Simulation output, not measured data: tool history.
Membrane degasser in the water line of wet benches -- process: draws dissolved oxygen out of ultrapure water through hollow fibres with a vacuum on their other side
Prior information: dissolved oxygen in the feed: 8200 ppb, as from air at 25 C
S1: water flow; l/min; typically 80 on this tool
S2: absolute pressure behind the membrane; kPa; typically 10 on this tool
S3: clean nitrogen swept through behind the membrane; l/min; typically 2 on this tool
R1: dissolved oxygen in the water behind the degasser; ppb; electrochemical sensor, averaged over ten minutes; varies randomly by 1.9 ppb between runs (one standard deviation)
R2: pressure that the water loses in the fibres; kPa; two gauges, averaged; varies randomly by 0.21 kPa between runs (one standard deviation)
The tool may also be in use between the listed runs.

run      day   S1    S2    S3      R1     R2
  1        0   80    10     2   521.8     47
  2    6.233   80    10     2   521.8  46.57
  3   10.471   80    10     2   521.1  47.03
  4   13.367   80    10     2   521.5  46.54
  5   17.083   80    10     2   525.5  46.69
  6   23.212   80    10     2   523.5  46.68
  7   26.892   80    10     2   517.3  47.02
  8    32.85   80    10  5.39   232.1  47.27
  9    38.85   51    10  5.39   149.8  29.69
 10   44.975   51    10  5.39   149.5  29.57
 11    48.55   51    10  5.39   149.3  29.79
 12   51.812   51    10  5.39   149.5  29.72
 13   55.492   80    10     2   519.5  47.01
 14   58.075   80  20.4     2  1204.9  46.89
 15   63.625   80  20.4     2  1212.5  46.66
 16   66.229   80  20.4     2  1202.3   46.7
 17   69.138   80   6.2  3.78   144.3  46.89
 18   71.954  100  16.6  1.54  1356.7  58.37
 19   77.392  100  16.6  1.54  1357.7  58.71
 20   80.438  100  16.6  1.54  1346.7  58.24
 21   86.588  103  11.5  1.54   900.2  60.41
 22   91.571   80    10  4.56   265.7  46.92
 23   95.896   80    10  4.56   263.6  46.54
 24  101.029   80    10  4.56   265.3  47.08
 25    106.7   80   7.8   1.5   442.6  46.65
 26   109.65   80   7.8  3.01   258.9  46.64
 27  114.504   80   7.8  3.01   256.2     47
 28  120.725   80   7.8  3.01   257.4  46.53
 29  126.675   80   7.8  3.01   257.8  46.75
 30  132.183   80   7.8  3.01   256.5  46.92
 31  136.725  115   7.8  5.03   243.3  67.07
 32  140.112   80   8.4  4.81   194.1  46.92

Run by run, hidden condition taken away, random variation retained:
What the log doesn't record here: membrane still open, %; true pressure behind the membrane over the reading, kPa; air that leaks in behind the membrane, l/min; drift of the gauge itself on oxygen_ppb, %; drift of the gauge itself on loss_of_pressure_kpa, %.
run      R1
  1   521.8
  2   522.3
  3   521.9
  4   522.5
  5   526.8
  6   525.3
  7   519.4
  8   233.2
  9   150.7
 10   150.5
 11   150.4
 12   150.7
 13   523.9
 14  1215.7
 15  1224.4
 16  1214.5
 17   145.7
 18  1371.7
 19  1373.9
 20  1363.4
 21   912.1
 22   269.4
 23   267.4
 24   269.4
 25   449.8
 26   263.2
 27   260.6
 28   262.1
 29   262.8
 30   261.7
 31   248.3
 32   198.3
For R2, the value without the hidden state is never more than 0.04 kPa from the measured value.
